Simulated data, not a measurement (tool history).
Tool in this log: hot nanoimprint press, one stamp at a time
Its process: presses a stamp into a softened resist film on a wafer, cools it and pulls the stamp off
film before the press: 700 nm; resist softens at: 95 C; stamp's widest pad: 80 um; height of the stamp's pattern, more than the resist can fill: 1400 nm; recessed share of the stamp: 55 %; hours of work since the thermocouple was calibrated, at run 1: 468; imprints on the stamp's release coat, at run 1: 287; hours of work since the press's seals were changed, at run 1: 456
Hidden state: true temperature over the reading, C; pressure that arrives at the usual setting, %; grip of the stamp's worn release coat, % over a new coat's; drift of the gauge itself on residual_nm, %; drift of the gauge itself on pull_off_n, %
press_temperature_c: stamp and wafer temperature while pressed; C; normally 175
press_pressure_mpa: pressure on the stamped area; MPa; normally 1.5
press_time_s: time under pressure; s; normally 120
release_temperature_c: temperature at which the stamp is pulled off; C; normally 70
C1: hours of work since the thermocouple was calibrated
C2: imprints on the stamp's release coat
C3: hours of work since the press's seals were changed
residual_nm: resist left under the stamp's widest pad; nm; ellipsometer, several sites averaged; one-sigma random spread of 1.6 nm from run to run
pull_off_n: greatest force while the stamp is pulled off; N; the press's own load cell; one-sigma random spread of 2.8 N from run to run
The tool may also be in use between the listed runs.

Run 1, hour 0: usual settings; C1 468; C2 287; C3 456. Result: residual_nm 323.7 nm, pull_off_n 142 N.
Run 2, hour 22.7: usual settings; C1 482; C2 403; C3 471. Result: residual_nm 324.9 nm, pull_off_n 151 N.
Run 3, hour 39.8: usual settings; C1 493; C2 491; C3 482. Result: residual_nm 326.2 nm, pull_off_n 152 N.
Run 4, hour 60.4: usual settings; C1 507; C2 596; C3 495. Result: residual_nm 323.2 nm, pull_off_n 154 N.
Run 5, hour 96.2: usual settings; C1 530; C2 780; C3 518. Result: residual_nm 325.2 nm, pull_off_n 159 N.
Run 6, hour 126.9: usual settings; C1 550; C2 937; C3 538. Result: residual_nm 327 nm, pull_off_n 166 N.
Run 7, hour 161.3: usual settings but press_pressure_mpa 1.63 MPa; C1 572; C2 1113; C3 560. Result: residual_nm 318.3 nm, pull_off_n 174 N.
At hour 176.9: plate thermocouple calibrated.
Run 8, hour 198.6: usual settings but press_pressure_mpa 1.63 MPa; C1 14; C2 1289; C3 583. Result: residual_nm 324.2 nm, pull_off_n 179 N.
At hour 207.1: stamp cleaned and given a new release coat.
At hour 230.5: press's hydraulic seals changed and the load cell set to zero.
Run 9, hour 247.5: usual settings but press_pressure_mpa 1.63 MPa; C1 37; C2 166; C3 11. Result: residual_nm 319.1 nm, pull_off_n 141 N.
At hour 277.4: plate thermocouple calibrated, once more.
Run 10, hour 281: usual settings but press_pressure_mpa 1.63 MPa; C1 2; C2 322; C3 31. Result: residual_nm 300.8 nm, pull_off_n 150 N.
Run 11, hour 307: usual settings but press_pressure_mpa 1.69 MPa, press_time_s 100 s; C1 19; C2 455; C3 48. Result: residual_nm 320.9 nm, pull_off_n 149 N.
Run 12, hour 339: usual settings but press_pressure_mpa 1.69 MPa, press_time_s 100 s; C1 40; C2 619; C3 68. Result: residual_nm 319.5 nm, pull_off_n 150 N.
Run 13, hour 356: usual settings but press_temperature_c 181 C, press_pressure_mpa 1.1 MPa, press_time_s 212 s, release_temperature_c 76 C; C1 51; C2 706; C3 79. Result: residual_nm 218.7 nm, pull_off_n 147 N.
Run 14, hour 382: usual settings but press_temperature_c 166 C, press_pressure_mpa 1.22 MPa, press_time_s 106 s, release_temperature_c 67 C; C1 68; C2 839; C3 96. Result: residual_nm 497.5 nm, pull_off_n 162 N.
Run 15, hour 401.9: usual settings but press_temperature_c 166 C, press_pressure_mpa 1.22 MPa, press_time_s 106 s, release_temperature_c 67 C; C1 80; C2 941; C3 109. Result: residual_nm 501.1 nm, pull_off_n 165 N.
Run 16, hour 421.3: usual settings but release_temperature_c 61 C; C1 93; C2 1040; C3 121. Result: residual_nm 314.7 nm, pull_off_n 187 N.

Expected results for the next run?
Run 17, hour 454.4: usual settings but release_temperature_c 61 C; C1 114; C2 1210; C3 143. Result: residual_nm ?, pull_off_n ?.

Logged for run 17: residual_nm 318.9 nm, pull_off_n 184 N.
Minus the tool's unlogged condition, the same run would have read residual_nm 314.7 nm, pull_off_n 141 N.

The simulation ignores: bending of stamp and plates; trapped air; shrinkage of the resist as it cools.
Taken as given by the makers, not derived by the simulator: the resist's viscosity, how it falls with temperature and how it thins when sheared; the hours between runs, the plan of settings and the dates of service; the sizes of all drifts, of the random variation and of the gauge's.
